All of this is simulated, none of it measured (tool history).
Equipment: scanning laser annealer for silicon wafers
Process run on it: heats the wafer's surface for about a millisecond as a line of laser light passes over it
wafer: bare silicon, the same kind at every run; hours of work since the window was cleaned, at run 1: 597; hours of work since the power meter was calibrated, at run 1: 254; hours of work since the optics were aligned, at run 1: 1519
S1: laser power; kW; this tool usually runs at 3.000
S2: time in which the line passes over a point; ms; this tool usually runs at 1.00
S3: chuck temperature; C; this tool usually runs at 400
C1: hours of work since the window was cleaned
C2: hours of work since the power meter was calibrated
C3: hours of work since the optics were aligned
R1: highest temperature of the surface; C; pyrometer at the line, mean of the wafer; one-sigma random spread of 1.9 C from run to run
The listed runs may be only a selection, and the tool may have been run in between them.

run 1 hour=0.0 | S1=3.000 S2=1.00 S3=400 | C1=597 C2=254 C3=1519 | R1=1131
run 2 hour=7.3 | S1=3.000 S2=1.00 S3=400 | C1=600 C2=257 C3=1522 | R1=1130
run 3 hour=22.7 | S1=3.000 S2=1.01 S3=400 | C1=607 C2=263 C3=1528 | R1=1133
run 4 hour=37.4 | S1=3.000 S2=1.00 S3=407 | C1=613 C2=269 C3=1534 | R1=1139
run 5 hour=46.7 | S1=3.000 S2=1.00 S3=400 | C1=616 C2=273 C3=1538 | R1=1129
run 6 hour=60.8 | S1=3.000 S2=0.97 S3=400 | C1=622 C2=279 C3=1544 | R1=1116
run 7 hour=75.2 | S1=3.000 S2=0.97 S3=384 | C1=628 C2=285 C3=1550 | R1=1102
run 8 hour=90.0 | S1=3.000 S2=0.97 S3=384 | C1=634 C2=291 C3=1556 | R1=1102
run 9 hour=96.9 | S1=3.000 S2=0.97 S3=384 | C1=637 C2=294 C3=1559 | R1=1103
run 10 hour=109.0 | S1=2.821 S2=1.00 S3=400 | C1=642 C2=299 C3=1564 | R1=1085
run 11 hour=122.8 | S1=2.776 S2=1.00 S3=400 | C1=648 C2=304 C3=1569 | R1=1072
run 12 hour=137.2 | S1=2.776 S2=1.00 S3=400 | C1=654 C2=310 C3=1575 | R1=1070
run 13 hour=152.1 | S1=2.776 S2=1.00 S3=400 | C1=660 C2=316 C3=1582 | R1=1072
run 14 hour=167.2 | S1=2.776 S2=1.00 S3=400 | C1=666 C2=323 C3=1588 | R1=1073
run 15 hour=176.2 | S1=3.201 S2=1.16 S3=419 | C1=670 C2=326 C3=1591 | R1=1272
run 16 hour=191.0 | S1=2.552 S2=1.16 S3=392 | C1=676 C2=332 C3=1597 | R1=1066
run 17 hour=204.6 | S1=2.552 S2=1.16 S3=392 | C1=681 C2=338 C3=1603 | R1=1067
run 18 hour=218.4 | S1=2.552 S2=1.16 S3=392 | C1=687 C2=344 C3=1609 | R1=1068
run 19 hour=234.2 | S1=3.283 S2=1.21 S3=439 | C1=693 C2=350 C3=1615 | R1=1337
run 20 hour=244.9 | S1=2.748 S2=1.00 S3=438 | C1=698 C2=354 C3=1620 | R1=1103
run 21 hour=253.7 | S1=2.748 S2=1.00 S3=438 | C1=702 C2=358 C3=1623 | R1=1108
run 22 hour=268.8 | S1=2.748 S2=1.00 S3=438 | C1=708 C2=364 C3=1629 | R1=1105
run 23 hour=284.4 | S1=2.910 S2=1.00 S3=415 | C1=714 C2=371 C3=1636 | R1=1122
run 24 hour=298.4 | S1=2.910 S2=1.00 S3=415 | C1=720 C2=376 C3=1642 | R1=1122

Each row is a separate what-if for the run after 24, all from the same tool condition, not one after another. Results?
run A hour=307.1 | S1=2.595 S2=1.00 S3=400 | C1=723 C2=380 C3=1645 | R1=?
run B hour=307.1 | S1=3.000 S2=0.77 S3=400 | C1=723 C2=380 C3=1645 | R1=?
run C hour=307.1 | S1=3.099 S2=1.00 S3=415 | C1=723 C2=380 C3=1645 | R1=?
run D hour=307.1 | S1=2.910 S2=1.00 S3=419 | C1=723 C2=380 C3=1645 | R1=?

run=A R1=1030
run=B R1=1027
run=C R1=1174
run=D R1=1127
Take away the tool's hidden state, keep each run's random variation, and the runs would have read:
run=A R1=1031
run=B R1=1028
run=C R1=1175
run=D R1=1128
